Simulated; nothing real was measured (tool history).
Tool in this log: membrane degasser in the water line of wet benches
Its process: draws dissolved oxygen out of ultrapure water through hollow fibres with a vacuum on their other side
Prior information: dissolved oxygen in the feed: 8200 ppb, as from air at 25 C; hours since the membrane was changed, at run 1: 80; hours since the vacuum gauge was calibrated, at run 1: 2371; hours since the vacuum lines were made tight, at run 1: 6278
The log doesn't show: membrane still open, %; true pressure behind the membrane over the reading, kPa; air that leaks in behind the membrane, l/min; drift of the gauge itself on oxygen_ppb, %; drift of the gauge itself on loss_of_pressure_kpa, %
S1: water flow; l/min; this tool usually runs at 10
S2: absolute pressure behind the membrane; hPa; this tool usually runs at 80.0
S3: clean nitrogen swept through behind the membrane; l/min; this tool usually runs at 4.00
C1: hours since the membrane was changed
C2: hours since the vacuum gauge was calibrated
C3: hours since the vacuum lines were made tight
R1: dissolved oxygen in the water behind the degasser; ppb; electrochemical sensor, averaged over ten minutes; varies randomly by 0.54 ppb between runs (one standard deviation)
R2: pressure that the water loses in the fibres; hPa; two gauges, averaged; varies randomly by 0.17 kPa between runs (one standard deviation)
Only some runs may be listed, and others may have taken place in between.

run,day,S1,S2,S3,C1,C2,C3,R1,R2
1,0.000,10,80.0,4.00,80,2371,6278,48.1,260.1
2,1.046,10,80.0,9.18,105,2396,6303,30.2,262.5
3,2.771,10,80.0,9.18,146,2437,6345,30.1,265.8
4,4.704,10,80.0,9.18,193,2483,6391,30.6,261.2
5,5.821,10,80.0,9.18,219,2510,6418,29.7,261.3
6,7.912,10,80.0,9.18,270,2560,6468,30.4,265.1
7,9.854,10,80.0,9.18,316,2607,6515,30.5,261.5
8,10.746,10,80.0,9.18,338,2628,6536,29.7,264.3
9,12.096,10,80.0,9.18,370,2661,6569,29.9,264.9
10,13.704,10,80.0,4.00,409,2699,6607,49.0,265.3
11,14.721,10,80.0,4.00,433,2724,6632,48.1,261.5
12,16.029,10,80.0,4.00,464,2755,6663,48.0,264.9
13,17.696,10,80.0,4.00,504,2795,6703,47.5,266.2
14,18.862,12,80.0,4.00,532,2823,6731,77.5,314.4
15,20.608,12,80.0,4.00,574,2865,6773,78.3,315.9
16,22.500,10,80.0,5.19,620,2911,6818,41.2,265.7
17,24.071,10,80.0,4.00,657,2948,6856,47.6,263.7
18,25.183,10,80.0,4.00,684,2975,6883,47.7,265.6
19,27.083,10,80.0,4.00,730,3021,6928,48.5,265.7
20,27.996,10,153.6,6.20,752,3042,6950,65.8,262.4
21,29.225,10,153.6,6.20,781,3072,6980,67.9,262.4
22,30.367,10,153.6,6.20,809,3099,7007,68.0,264.7
23,31.825,10,153.6,6.20,844,3134,7042,68.0,264.4
24,33.108,9,68.0,3.71,874,3165,7073,32.8,237.6
25,34.196,11,54.6,1.88,900,3191,7099,63.6,290.6
26,35.550,10,124.8,4.00,933,3224,7131,77.5,263.8
27,36.654,10,124.8,4.00,959,3250,7158,78.4,265.4
28,37.796,10,157.8,2.68,987,3278,7185,138.1,263.7
29,39.867,13,198.6,3.17,1037,3327,7235,229.1,343.8
30,41.325,9,156.5,8.46,1072,3362,7270,45.3,234.3
31,43.354,10,193.1,4.55,1120,3411,7319,109.2,264.3
32,45.004,8,171.0,10.35,1160,3451,7358,33.0,210.4
33,47.088,8,171.0,10.35,1210,3501,7408,33.8,209.6

4 options for the next run, each taken on its own from the tool as it stands now. Forecast them:
A,48.667,9,143.4,4.57,1248,3539,7446,?,?
B,48.667,9,76.9,3.80,1248,3539,7446,?,?
C,48.667,10,114.4,4.00,1248,3539,7446,?,?
D,48.667,6,70.5,11.61,1248,3539,7446,?,?

run,R1,R2
A,66.7,237.3
B,37.3,233.3
C,72.1,262.0
D,6.2,159.0
What these runs would have given with no unlogged condition in the tool:
run,R1,R2
A,62.1,235.8
B,34.3,231.8
C,67.6,260.4
D,5.5,158.0
